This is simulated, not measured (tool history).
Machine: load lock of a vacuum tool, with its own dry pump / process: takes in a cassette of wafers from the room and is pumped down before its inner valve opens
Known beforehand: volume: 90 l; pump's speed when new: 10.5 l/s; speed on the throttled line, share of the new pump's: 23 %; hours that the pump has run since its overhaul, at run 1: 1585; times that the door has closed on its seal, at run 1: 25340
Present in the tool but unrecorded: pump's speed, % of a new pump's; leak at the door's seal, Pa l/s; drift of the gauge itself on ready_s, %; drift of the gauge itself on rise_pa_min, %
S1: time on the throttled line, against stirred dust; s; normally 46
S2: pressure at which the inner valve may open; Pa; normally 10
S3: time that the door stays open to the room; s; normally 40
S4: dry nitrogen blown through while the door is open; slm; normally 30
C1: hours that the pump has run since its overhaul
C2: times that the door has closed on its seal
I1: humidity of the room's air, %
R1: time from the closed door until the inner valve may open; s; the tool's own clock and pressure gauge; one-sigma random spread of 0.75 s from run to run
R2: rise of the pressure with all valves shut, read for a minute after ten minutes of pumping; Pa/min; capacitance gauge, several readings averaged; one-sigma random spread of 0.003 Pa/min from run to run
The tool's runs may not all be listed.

run 1 hour=0.0 | S1=46 S2=10 S3=40 S4=30 | C1=1585 C2=25340 | I1=44.1 | R1=118.0 R2=0.092
run 2 hour=122.5 | S1=46 S2=10 S3=40 S4=30 | C1=1707 C2=25817 | I1=47.1 | R1=119.2 R2=0.102
run 3 hour=279.1 | S1=46 S2=10 S3=40 S4=30 | C1=1864 C2=26427 | I1=40.5 | R1=118.5 R2=0.094
run 4 hour=362.4 | S1=46 S2=10 S3=40 S4=30 | C1=1947 C2=26751 | I1=43.1 | R1=117.5 R2=0.100
run 5 hour=541.2 | S1=46 S2=10 S3=40 S4=30 | C1=2126 C2=27447 | I1=44.9 | R1=118.1 R2=0.107
run 6 hour=624.6 | S1=46 S2=10 S3=40 S4=30 | C1=2209 C2=27773 | I1=44.2 | R1=117.4 R2=0.108
run 7 hour=703.2 | S1=46 S2=10 S3=40 S4=30 | C1=2288 C2=28079 | I1=46.3 | R1=118.4 R2=0.109
run 8 hour=796.4 | S1=46 S2=10 S3=40 S4=30 | C1=2381 C2=28442 | I1=44.9 | R1=117.0 R2=0.107
run 9 hour=873.2 | S1=46 S2=10 S3=40 S4=30 | C1=2458 C2=28741 | I1=46.4 | R1=118.9 R2=0.107
run 10 hour=1012.3 | S1=75 S2=10 S3=40 S4=30 | C1=2597 C2=29282 | I1=45.4 | R1=140.4 R2=0.110
run 11 hour=1156.4 | S1=46 S2=10 S3=40 S4=30 | C1=2741 C2=29844 | I1=46.0 | R1=119.1 R2=0.116
run 12 hour=1277.9 | S1=46 S2=10 S3=40 S4=30 | C1=2862 C2=30317 | I1=40.9 | R1=119.0 R2=0.123
run 13 hour=1424.6 | S1=46 S2=10 S3=40 S4=30 | C1=3009 C2=30888 | I1=43.5 | R1=118.7 R2=0.128
run 14 hour=1525.0 | S1=46 S2=10 S3=40 S4=30 | C1=3110 C2=31279 | I1=46.0 | R1=119.1 R2=0.128
run 15 hour=1614.1 | S1=46 S2=10 S3=40 S4=30 | C1=3199 C2=31626 | I1=48.4 | R1=118.1 R2=0.129
run 16 hour=1701.5 | S1=46 S2=10 S3=40 S4=30 | C1=3286 C2=31967 | I1=42.3 | R1=119.0 R2=0.131
run 17 hour=1813.0 | S1=46 S2=10 S3=40 S4=30 | C1=3398 C2=32401 | I1=46.5 | R1=117.7 R2=0.129
run 18 hour=1944.5 | S1=46 S2=10 S3=40 S4=30 | C1=3529 C2=32913 | I1=45.7 | R1=118.9 R2=0.131
run 19 hour=2046.1 | S1=46 S2=10 S3=55 S4=30 | C1=3631 C2=33309 | I1=44.8 | R1=119.3 R2=0.139
run 20 hour=2139.2 | S1=51 S2=10 S3=55 S4=30 | C1=3724 C2=33671 | I1=42.0 | R1=122.1 R2=0.146
run 21 hour=2257.1 | S1=51 S2=10 S3=55 S4=30 | C1=3842 C2=34131 | I1=43.1 | R1=123.5 R2=0.144
run 22 hour=2343.1 | S1=51 S2=10 S3=55 S4=30 | C1=3928 C2=34466 | I1=41.1 | R1=122.8 R2=0.149
run 23 hour=2512.5 | S1=57 S2=13 S3=55 S4=11 | C1=4097 C2=35125 | I1=48.3 | R1=124.8 R2=0.162
run 24 hour=2587.5 | S1=32 S2=10 S3=46 S4=16 | C1=4172 C2=35418 | I1=45.7 | R1=107.7 R2=0.158
run 25 hour=2688.4 | S1=43 S2=13 S3=40 S4=24 | C1=4273 C2=35811 | I1=47.3 | R1=115.1 R2=0.149
run 26 hour=2822.9 | S1=43 S2=13 S3=40 S4=24 | C1=4408 C2=36335 | I1=43.8 | R1=116.7 R2=0.157
run 27 hour=3001.6 | S1=25 S2=10 S3=120 S4=15 | C1=4586 C2=37030 | I1=48.4 | R1=102.6 R2=0.181
run 28 hour=3153.7 | S1=53 S2=8 S3=40 S4=4 | C1=4738 C2=37623 | I1=45.2 | R1=128.5 R2=0.171
run 29 hour=3301.5 | S1=24 S2=9 S3=40 S4=4 | C1=4886 C2=38198 | I1=47.9 | R1=103.4 R2=0.191
run 30 hour=3442.0 | S1=90 S2=9 S3=40 S4=30 | C1=5027 C2=38746 | I1=45.4 | R1=154.4 R2=0.165
run 31 hour=3587.5 | S1=90 S2=9 S3=40 S4=30 | C1=5172 C2=39312 | I1=45.8 | R1=153.1 R2=0.176
run 32 hour=3709.4 | S1=90 S2=9 S3=40 S4=30 | C1=5294 C2=39787 | I1=42.9 | R1=153.1 R2=0.181
run 33 hour=3804.2 | S1=90 S2=9 S3=40 S4=30 | C1=5389 C2=40157 | I1=43.1 | R1=154.9 R2=0.174
run 34 hour=3899.0 | S1=46 S2=18 S3=234 S4=30 | C1=5484 C2=40526 | I1=43.8 | R1=114.3 R2=0.207
run 35 hour=4009.6 | S1=52 S2=16 S3=40 S4=43 | C1=5594 C2=40956 | I1=45.9 | R1=120.6 R2=0.179
run 36 hour=4144.4 | S1=46 S2=10 S3=77 S4=7 | C1=5729 C2=41481 | I1=46.0 | R1=120.1 R2=0.210
run 37 hour=4256.9 | S1=46 S2=16 S3=77 S4=7 | C1=5842 C2=41920 | I1=43.9 | R1=115.3 R2=0.217
run 38 hour=4339.3 | S1=41 S2=16 S3=30 S4=10 | C1=5924 C2=42241 | I1=44.3 | R1=112.1 R2=0.192

Same runs, no hidden state in the tool, same run-to-run variation:
run=1 R1=115.9 R2=0.007
run=2 R1=116.9 R2=0.015
run=3 R1=116.1 R2=0.005
run=4 R1=115.1 R2=0.009
run=5 R1=115.6 R2=0.012
run=6 R1=114.8 R2=0.011
run=7 R1=115.7 R2=0.012
run=8 R1=114.3 R2=0.006
run=9 R1=116.2 R2=0.006
run=10 R1=137.8 R2=0.007
run=11 R1=116.1 R2=0.010
run=12 R1=116.0 R2=0.013
run=13 R1=115.6 R2=0.015
run=14 R1=115.9 R2=0.012
run=15 R1=114.9 R2=0.012
run=16 R1=115.7 R2=0.013
run=17 R1=114.4 R2=0.008
run=18 R1=115.5 R2=0.008
run=19 R1=115.8 R2=0.011
run=20 R1=118.4 R2=0.016
run=21 R1=119.7 R2=0.011
run=22 R1=119.0 R2=0.015
run=23 R1=121.3 R2=0.023
run=24 R1=103.7 R2=0.019
run=25 R1=111.1 R2=0.009
run=26 R1=112.6 R2=0.013
run=27 R1=98.2 R2=0.032
run=28 R1=124.0 R2=0.020
run=29 R1=98.8 R2=0.035
run=30 R1=150.6 R2=0.007
run=31 R1=149.2 R2=0.014
run=32 R1=149.1 R2=0.015
run=33 R1=150.9 R2=0.007
run=34 R1=109.9 R2=0.037
run=35 R1=116.2 R2=0.009
run=36 R1=115.2 R2=0.036
run=37 R1=110.6 R2=0.039
run=38 R1=107.2 R2=0.012

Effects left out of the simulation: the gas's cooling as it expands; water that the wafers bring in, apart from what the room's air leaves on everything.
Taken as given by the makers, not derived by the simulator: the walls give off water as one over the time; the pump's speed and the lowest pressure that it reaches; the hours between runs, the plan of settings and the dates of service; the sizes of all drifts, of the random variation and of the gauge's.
